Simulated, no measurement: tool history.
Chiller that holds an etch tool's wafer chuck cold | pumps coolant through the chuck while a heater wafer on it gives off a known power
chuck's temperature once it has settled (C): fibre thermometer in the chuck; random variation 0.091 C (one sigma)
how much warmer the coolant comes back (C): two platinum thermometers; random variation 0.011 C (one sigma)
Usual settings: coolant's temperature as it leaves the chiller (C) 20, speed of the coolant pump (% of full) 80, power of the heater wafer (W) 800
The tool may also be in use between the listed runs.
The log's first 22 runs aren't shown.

run,hour,coolant's temperature as it leaves the chiller (C),speed of the coolant pump (% of full),power of the heater wafer (W),hours since the coolant was changed and the channels were flushed,hours since the pump was overhauled,hours since the chiller's thermometer was calibrated,chuck's temperature once it has settled (C),how much warmer the coolant comes back (C)
23,641.1,11,68,517,2347,1497,4443,17.05,1.30
24,665.8,11,68,517,2372,1522,4468,17.16,1.31
25,706.6,14,75,800,2413,1563,4508,22.07,1.86
26,733.6,14,95,403,2440,1590,4535,18.05,0.74
27,750.8,20,63,555,2457,1607,4553,26.81,1.51
28,781.9,20,82,422,2488,1638,4584,24.65,0.90
29,803.5,20,98,486,2509,1660,4605,24.43,0.86
30,824.0,20,98,486,2530,1680,4626,24.63,0.86
31,843.7,10,98,732,2550,1700,4646,16.44,1.31

Forecast each of these 5 alternatives for the next run:
# hour 854.7: chiller's thermometer calibrated
A,872.2,27,80,400,2577,1727,18,?,?
# hour 854.7: chiller's thermometer calibrated
B,872.2,20,98,732,2577,1727,18,?,?
# hour 854.7: chiller's thermometer calibrated
C,872.2,15,80,831,2577,1727,18,?,?
# hour 854.7: chiller's thermometer calibrated
D,872.2,20,60,780,2577,1727,18,?,?
# hour 854.7: chiller's thermometer calibrated
E,872.2,20,80,637,2577,1727,18,?,?

run,chuck's temperature once it has settled (C),how much warmer the coolant comes back (C)
A,30.62,0.88
B,25.50,1.32
C,22.18,1.82
D,28.47,2.22
E,25.53,1.37
Without the tool's hidden state the same runs would have given:
run,chuck's temperature once it has settled (C),how much warmer the coolant comes back (C)
A,30.25,0.86
B,24.92,1.29
C,21.42,1.78
D,27.57,2.17
E,24.94,1.34
